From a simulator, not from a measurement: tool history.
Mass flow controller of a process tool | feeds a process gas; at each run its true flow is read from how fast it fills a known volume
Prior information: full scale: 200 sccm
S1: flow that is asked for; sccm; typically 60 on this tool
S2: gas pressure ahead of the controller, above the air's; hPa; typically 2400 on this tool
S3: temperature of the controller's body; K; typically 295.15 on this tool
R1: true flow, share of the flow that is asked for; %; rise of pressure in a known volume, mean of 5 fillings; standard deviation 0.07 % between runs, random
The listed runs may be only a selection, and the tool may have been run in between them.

Run 1, hour 0.0: usual settings. Result: R1 95.09 %.
Run 2, hour 262.4: usual settings but S1 163 sccm. Result: R1 96.33 %.
Run 3, hour 525.9: usual settings. Result: R1 94.78 %.
Run 4, hour 700.4: usual settings but S1 84 sccm. Result: R1 95.05 %.
Run 5, hour 819.2: usual settings but S1 84 sccm. Result: R1 95.05 %.
Run 6, hour 993.0: usual settings but S1 84 sccm. Result: R1 95.00 %.
At hour 1079.1: controller exchanged for a calibrated one.
Run 7, hour 1111.6: usual settings but S1 84 sccm. Result: R1 99.25 %.
Run 8, hour 1229.6: usual settings but S1 100 sccm. Result: R1 99.42 %.
Run 9, hour 1425.7: usual settings but S1 80 sccm. Result: R1 99.02 %.
Run 10, hour 1537.6: usual settings. Result: R1 98.72 %.
Run 11, hour 1785.8: usual settings but S2 2530 hPa. Result: R1 98.73 %.
Run 12, hour 2002.6: usual settings but S2 1680 hPa. Result: R1 98.01 %.
Run 13, hour 2256.1: usual settings but S3 309.15 K. Result: R1 97.99 %.
Run 14, hour 2390.8: usual settings but S2 1980 hPa. Result: R1 98.08 %.
Run 15, hour 2556.8: usual settings. Result: R1 98.13 %.
Run 16, hour 2739.4: usual settings. Result: R1 97.98 %.
Run 17, hour 2965.0: usual settings. Result: R1 98.03 %.
Run 18, hour 3129.5: usual settings. Result: R1 97.83 %.
Run 19, hour 3313.2: usual settings but S2 2090 hPa. Result: R1 97.56 %.
Run 20, hour 3495.9: usual settings but S2 2090 hPa. Result: R1 97.41 %.
Run 21, hour 3640.4: usual settings but S2 2090 hPa. Result: R1 97.30 %.
Run 22, hour 3890.9: usual settings but S2 2090 hPa. Result: R1 97.14 %.
Run 23, hour 4156.2: usual settings. Result: R1 97.11 %.
Run 24, hour 4289.8: usual settings but S1 21 sccm. Result: R1 94.71 %.
Run 25, hour 4527.3: usual settings but S3 307.15 K. Result: R1 96.56 %.
Run 26, hour 4733.4: usual settings but S3 307.15 K. Result: R1 96.44 %.
Run 27, hour 4969.1: usual settings but S2 1970 hPa. Result: R1 96.37 %.
Run 28, hour 5110.6: usual settings but S2 1970 hPa. Result: R1 96.42 %.
Run 29, hour 5358.3: usual settings but S1 102 sccm, S2 2640 hPa, S3 312.15 K. Result: R1 96.79 %.
Run 30, hour 5515.0: usual settings but S1 154 sccm, S2 1770 hPa, S3 310.15 K. Result: R1 97.14 %.
Run 31, hour 5697.2: usual settings but S1 154 sccm, S2 2300 hPa, S3 296.15 K. Result: R1 97.87 %.
Run 32, hour 5897.5: usual settings but S1 53 sccm. Result: R1 95.81 %.
Run 33, hour 6033.1: usual settings but S2 2710 hPa. Result: R1 96.08 %.
Run 34, hour 6266.2: usual settings but S1 44 sccm, S2 1770 hPa, S3 310.15 K. Result: R1 94.21 %.
Run 35, hour 6460.4: usual settings but S1 44 sccm, S2 1770 hPa, S3 310.15 K. Result: R1 93.99 %.
Run 36, hour 6684.7: usual settings but S1 44 sccm, S2 1770 hPa, S3 310.15 K. Result: R1 93.85 %.
Run 37, hour 6950.0: usual settings but S1 194 sccm, S2 2070 hPa. Result: R1 97.68 %.
Run 38, hour 7132.6: usual settings but S1 132 sccm, S3 304.15 K. Result: R1 96.60 %.
Run 39, hour 7390.6: usual settings but S1 95 sccm, S2 1600 hPa, S3 304.15 K. Result: R1 95.58 %.
Run 40, hour 7587.4: usual settings but S1 95 sccm, S2 1900 hPa, S3 302.15 K. Result: R1 95.58 %.
Run 41, hour 7726.8: usual settings but S1 95 sccm, S2 1900 hPa, S3 302.15 K. Result: R1 95.53 %.
Run 42, hour 7890.2: usual settings but S1 95 sccm, S2 1900 hPa, S3 302.15 K. Result: R1 95.31 %.
Run 43, hour 8005.8: usual settings but S1 56 sccm, S2 1780 hPa, S3 302.15 K. Result: R1 93.95 %.
Run 44, hour 8176.8: usual settings but S1 55 sccm, S2 2540 hPa, S3 297.15 K. Result: R1 94.42 %.
Run 45, hour 8294.0: usual settings but S1 101 sccm. Result: R1 95.81 %.
Run 46, hour 8423.1: usual settings but S1 21 sccm, S2 2030 hPa, S3 297.15 K. Result: R1 89.23 %.
Run 47, hour 8660.7: usual settings but S1 21 sccm, S2 1680 hPa, S3 294.15 K. Result: R1 88.86 %.
Run 48, hour 8913.6: usual settings but S1 21 sccm, S2 1680 hPa, S3 293.15 K. Result: R1 88.58 %.
Run 49, hour 9117.1: usual settings but S1 25 sccm, S2 2220 hPa, S3 297.15 K. Result: R1 89.62 %.

Consider 3 possible next runs. They are alternatives, not a sequence: every one starts from the tool as it was left by run 49. What does each give?
At hour 9254.5: controller's zero set anew.
Run A, hour 9333.7: usual settings but S1 110 sccm, S2 1530 hPa, S3 312.15 K. Result: R1 ?.
At hour 9254.5: controller's zero set anew.
Run B, hour 9333.7: usual settings but S1 26 sccm, S2 2270 hPa, S3 294.15 K. Result: R1 ?.
At hour 9254.5: controller's zero set anew.
Run C, hour 9333.7: usual settings but S1 40 sccm. Result: R1 ?.

run     R1
  A  95.95
  B  96.17
  C  96.37
Had the tool no hidden state, the same runs would have come out as:
run     R1
  A  98.45
  B  98.82
  C  98.96
